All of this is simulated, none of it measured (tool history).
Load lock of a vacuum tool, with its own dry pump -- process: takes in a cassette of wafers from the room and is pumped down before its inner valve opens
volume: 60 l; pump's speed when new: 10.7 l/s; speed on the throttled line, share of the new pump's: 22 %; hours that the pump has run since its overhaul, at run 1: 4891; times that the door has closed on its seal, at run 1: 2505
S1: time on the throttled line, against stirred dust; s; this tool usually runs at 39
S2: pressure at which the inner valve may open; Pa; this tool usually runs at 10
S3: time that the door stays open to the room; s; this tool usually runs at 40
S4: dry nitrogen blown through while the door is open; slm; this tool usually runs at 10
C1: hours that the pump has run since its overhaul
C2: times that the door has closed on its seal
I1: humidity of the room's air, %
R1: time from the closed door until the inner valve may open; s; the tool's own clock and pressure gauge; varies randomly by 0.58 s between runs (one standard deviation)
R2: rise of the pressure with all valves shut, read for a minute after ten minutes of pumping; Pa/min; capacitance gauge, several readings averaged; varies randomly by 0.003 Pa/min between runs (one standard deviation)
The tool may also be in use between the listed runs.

{"run": 1, "hour": 0.0, "S1": 39, "S2": 10, "S3": 40, "S4": 10, "C1": 4891, "C2": 2505, "I1": 41.7, "R1": 83.4, "R2": 0.029}
{"run": 2, "hour": 107.5, "S1": 39, "S2": 10, "S3": 40, "S4": 10, "C1": 4998, "C2": 2749, "I1": 42.8, "R1": 83.7, "R2": 0.031}
{"run": 3, "hour": 241.4, "S1": 39, "S2": 10, "S3": 40, "S4": 10, "C1": 5132, "C2": 3053, "I1": 45.9, "R1": 84.4, "R2": 0.039}
{"run": 4, "hour": 339.6, "S1": 39, "S2": 18, "S3": 40, "S4": 10, "C1": 5230, "C2": 3276, "I1": 48.1, "R1": 81.6, "R2": 0.037}
{"run": 5, "hour": 432.8, "S1": 39, "S2": 18, "S3": 40, "S4": 10, "C1": 5323, "C2": 3488, "I1": 46.3, "R1": 80.5, "R2": 0.037}
{"run": 6, "hour": 504.1, "S1": 39, "S2": 18, "S3": 40, "S4": 10, "C1": 5395, "C2": 3650, "I1": 45.4, "R1": 79.5, "R2": 0.036}
{"run": 7, "hour": 619.0, "S1": 39, "S2": 18, "S3": 40, "S4": 10, "C1": 5510, "C2": 3911, "I1": 46.1, "R1": 80.8, "R2": 0.041}
{"run": 8, "hour": 763.4, "S1": 39, "S2": 18, "S3": 40, "S4": 10, "C1": 5654, "C2": 4239, "I1": 47.8, "R1": 80.2, "R2": 0.042}
{"run": 9, "hour": 840.1, "S1": 39, "S2": 15, "S3": 57, "S4": 10, "C1": 5731, "C2": 4413, "I1": 48.5, "R1": 81.4, "R2": 0.048}
{"run": 10, "hour": 935.8, "S1": 39, "S2": 15, "S3": 57, "S4": 10, "C1": 5826, "C2": 4630, "I1": 43.8, "R1": 82.2, "R2": 0.043}
{"run": 11, "hour": 1055.5, "S1": 39, "S2": 15, "S3": 57, "S4": 10, "C1": 5946, "C2": 4902, "I1": 48.2, "R1": 82.9, "R2": 0.037}
{"run": 12, "hour": 1162.5, "S1": 39, "S2": 15, "S3": 57, "S4": 10, "C1": 6053, "C2": 5145, "I1": 44.9, "R1": 82.3, "R2": 0.043}
{"run": 13, "hour": 1268.3, "S1": 39, "S2": 8, "S3": 40, "S4": 10, "C1": 6159, "C2": 5386, "I1": 42.2, "R1": 85.0, "R2": 0.048}
{"run": 14, "hour": 1378.0, "S1": 39, "S2": 9, "S3": 40, "S4": 10, "C1": 6269, "C2": 5635, "I1": 44.3, "R1": 85.4, "R2": 0.038}
{"run": 15, "hour": 1472.7, "S1": 56, "S2": 10, "S3": 144, "S4": 10, "C1": 6363, "C2": 5850, "I1": 44.5, "R1": 97.9, "R2": 0.061}
{"run": 16, "hour": 1621.4, "S1": 26, "S2": 8, "S3": 40, "S4": 10, "C1": 6512, "C2": 6188, "I1": 45.9, "R1": 76.0, "R2": 0.048}

Measured minus without-hidden-state, run by run (identical run-to-run variation in each term; gauge scatter may differ):
Unlogged tool condition in this case: pump's speed, % of a new pump's; leak at the door's seal, Pa l/s; drift of the gauge itself on ready_s, %; drift of the gauge itself on rise_pa_min, %.
run=1 R1=+1.6 R2=+0.007
run=2 R1=+1.7 R2=+0.008
run=3 R1=+1.7 R2=+0.008
run=4 R1=+1.6 R2=+0.010
run=5 R1=+1.6 R2=+0.010
run=6 R1=+1.5 R2=+0.011
run=7 R1=+1.6 R2=+0.011
run=8 R1=+1.6 R2=+0.012
run=9 R1=+1.7 R2=+0.012
run=10 R1=+1.7 R2=+0.013
run=11 R1=+1.8 R2=+0.014
run=12 R1=+1.7 R2=+0.014
run=13 R1=+2.0 R2=+0.015
run=14 R1=+2.0 R2=+0.017
run=15 R1=+1.7 R2=+0.017
run=16 R1=+2.2 R2=+0.018
